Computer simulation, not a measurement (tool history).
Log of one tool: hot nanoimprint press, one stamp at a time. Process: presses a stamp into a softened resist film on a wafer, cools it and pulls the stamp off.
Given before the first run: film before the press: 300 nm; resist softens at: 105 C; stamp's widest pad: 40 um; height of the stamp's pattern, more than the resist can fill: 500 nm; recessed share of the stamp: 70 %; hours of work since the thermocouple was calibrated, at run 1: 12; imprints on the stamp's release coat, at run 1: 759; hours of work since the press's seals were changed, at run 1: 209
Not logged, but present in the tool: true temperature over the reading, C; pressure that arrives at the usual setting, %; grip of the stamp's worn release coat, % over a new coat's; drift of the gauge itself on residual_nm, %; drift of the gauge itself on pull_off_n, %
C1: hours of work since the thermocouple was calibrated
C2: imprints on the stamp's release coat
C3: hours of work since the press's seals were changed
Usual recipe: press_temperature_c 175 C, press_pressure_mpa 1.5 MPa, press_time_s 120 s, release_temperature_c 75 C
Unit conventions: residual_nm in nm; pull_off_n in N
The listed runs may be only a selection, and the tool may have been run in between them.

run 1 day=0 | press_temperature_c=175 press_pressure_mpa=1.5 press_time_s=120 release_temperature_c=75 | C1=12 C2=759 C3=209 | residual_nm=156.1 pull_off_n=244
run 2 day=0.396 | press_temperature_c=175 press_pressure_mpa=1.5 press_time_s=120 release_temperature_c=75 | C1=18 C2=810 C3=216 | residual_nm=155.3 pull_off_n=241
run 3 day=0.838 | press_temperature_c=175 press_pressure_mpa=1.5 press_time_s=120 release_temperature_c=75 | C1=26 C2=866 C3=223 | residual_nm=158.1 pull_off_n=254
run 4 day=1.05 | press_temperature_c=175 press_pressure_mpa=1.5 press_time_s=120 release_temperature_c=75 | C1=29 C2=893 C3=226 | residual_nm=157.8 pull_off_n=243
run 5 day=1.279 | press_temperature_c=175 press_pressure_mpa=1.5 press_time_s=120 release_temperature_c=75 | C1=33 C2=923 C3=230 | residual_nm=155.6 pull_off_n=248
run 6 day=1.575 | press_temperature_c=175 press_pressure_mpa=1.5 press_time_s=120 release_temperature_c=75 | C1=38 C2=960 C3=235 | residual_nm=158.9 pull_off_n=248
run 7 day=1.871 | press_temperature_c=175 press_pressure_mpa=1.5 press_time_s=120 release_temperature_c=74 | C1=43 C2=998 C3=240 | residual_nm=157.7 pull_off_n=258
run 8 day=2.317 | press_temperature_c=175 press_pressure_mpa=1.5 press_time_s=120 release_temperature_c=74 | C1=50 C2=1055 C3=247 | residual_nm=157.1 pull_off_n=266
run 9 day=2.592 | press_temperature_c=175 press_pressure_mpa=1.5 press_time_s=120 release_temperature_c=74 | C1=55 C2=1090 C3=252 | residual_nm=159.3 pull_off_n=269
run 10 day=2.904 | press_temperature_c=175 press_pressure_mpa=1.5 press_time_s=120 release_temperature_c=75 | C1=60 C2=1130 C3=257 | residual_nm=157.1 pull_off_n=255
run 11 day=3.258 | press_temperature_c=175 press_pressure_mpa=1.5 press_time_s=120 release_temperature_c=75 | C1=65 C2=1175 C3=263 | residual_nm=157.1 pull_off_n=260
run 12 day=3.517 | press_temperature_c=175 press_pressure_mpa=1.5 press_time_s=120 release_temperature_c=75 | C1=70 C2=1207 C3=267 | residual_nm=159.4 pull_off_n=262
run 13 day=3.946 | press_temperature_c=175 press_pressure_mpa=1.5 press_time_s=120 release_temperature_c=75 | C1=77 C2=1262 C3=274 | residual_nm=159.1 pull_off_n=259
run 14 day=4.138 | press_temperature_c=175 press_pressure_mpa=1.5 press_time_s=120 release_temperature_c=75 | C1=80 C2=1287 C3=277 | residual_nm=158.1 pull_off_n=261
-- day=4.45 stamp cleaned and given a new release coat
run 15 day=4.679 | press_temperature_c=175 press_pressure_mpa=1.5 press_time_s=120 release_temperature_c=77 | C1=85 C2=30 C3=282 | residual_nm=157.7 pull_off_n=203
run 16 day=4.954 | press_temperature_c=175 press_pressure_mpa=1.5 press_time_s=120 release_temperature_c=61 | C1=89 C2=65 C3=286 | residual_nm=158.9 pull_off_n=285
run 17 day=5.204 | press_temperature_c=175 press_pressure_mpa=1.5 press_time_s=120 release_temperature_c=61 | C1=93 C2=97 C3=290 | residual_nm=157.9 pull_off_n=277
run 18 day=5.488 | press_temperature_c=166 press_pressure_mpa=1.21 press_time_s=120 release_temperature_c=79 | C1=98 C2=133 C3=295 | residual_nm=219.8 pull_off_n=196
run 19 day=5.921 | press_temperature_c=166 press_pressure_mpa=1.21 press_time_s=120 release_temperature_c=79 | C1=105 C2=188 C3=302 | residual_nm=219.4 pull_off_n=195
run 20 day=6.2 | press_temperature_c=185 press_pressure_mpa=2.26 press_time_s=83 release_temperature_c=78 | C1=110 C2=224 C3=307 | residual_nm=110 pull_off_n=206
run 21 day=6.596 | press_temperature_c=175 press_pressure_mpa=1.31 press_time_s=66 release_temperature_c=75 | C1=116 C2=274 C3=313 | residual_nm=199.9 pull_off_n=226
run 22 day=6.783 | press_temperature_c=175 press_pressure_mpa=1.31 press_time_s=66 release_temperature_c=75 | C1=119 C2=298 C3=316 | residual_nm=200.4 pull_off_n=228
run 23 day=7.112 | press_temperature_c=180 press_pressure_mpa=0.99 press_time_s=181 release_temperature_c=69 | C1=125 C2=340 C3=322 | residual_nm=135.7 pull_off_n=247
run 24 day=7.296 | press_temperature_c=175 press_pressure_mpa=1.5 press_time_s=124 release_temperature_c=75 | C1=128 C2=363 C3=325 | residual_nm=156.6 pull_off_n=221
run 25 day=7.646 | press_temperature_c=171 press_pressure_mpa=1.5 press_time_s=125 release_temperature_c=79 | C1=133 C2=408 C3=330 | residual_nm=179.7 pull_off_n=200
run 26 day=8.071 | press_temperature_c=171 press_pressure_mpa=0.98 press_time_s=177 release_temperature_c=79 | C1=140 C2=462 C3=337 | residual_nm=185.2 pull_off_n=208
run 27 day=8.346 | press_temperature_c=181 press_pressure_mpa=0.98 press_time_s=177 release_temperature_c=79 | C1=145 C2=497 C3=342 | residual_nm=135.8 pull_off_n=208
run 28 day=8.533 | press_temperature_c=175 press_pressure_mpa=1.5 press_time_s=123 release_temperature_c=82 | C1=148 C2=521 C3=345 | residual_nm=157.7 pull_off_n=196
run 29 day=8.792 | press_temperature_c=175 press_pressure_mpa=1.5 press_time_s=123 release_temperature_c=82 | C1=152 C2=554 C3=349 | residual_nm=157.7 pull_off_n=200
run 30 day=8.983 | press_temperature_c=177 press_pressure_mpa=1.5 press_time_s=123 release_temperature_c=82 | C1=155 C2=578 C3=352 | residual_nm=149.1 pull_off_n=203

3 ways to go on from here, each from the tool as it stands after run 30. What would each give?
run A day=9.204 | press_temperature_c=184 press_pressure_mpa=1.51 press_time_s=73 release_temperature_c=75 | C1=159 C2=606 C3=356 | residual_nm=? pull_off_n=?
run B day=9.204 | press_temperature_c=184 press_pressure_mpa=1.5 press_time_s=74 release_temperature_c=74 | C1=159 C2=606 C3=356 | residual_nm=? pull_off_n=?
run C day=9.204 | press_temperature_c=175 press_pressure_mpa=0.99 press_time_s=120 release_temperature_c=77 | C1=159 C2=606 C3=356 | residual_nm=? pull_off_n=?

run=A residual_nm=140 pull_off_n=237
run=B residual_nm=141.2 pull_off_n=243
run=C residual_nm=183.3 pull_off_n=227
Without the tool's hidden state the same runs would have given:
run=A residual_nm=136.6 pull_off_n=210
run=B residual_nm=137.8 pull_off_n=216
run=C residual_nm=180.3 pull_off_n=201

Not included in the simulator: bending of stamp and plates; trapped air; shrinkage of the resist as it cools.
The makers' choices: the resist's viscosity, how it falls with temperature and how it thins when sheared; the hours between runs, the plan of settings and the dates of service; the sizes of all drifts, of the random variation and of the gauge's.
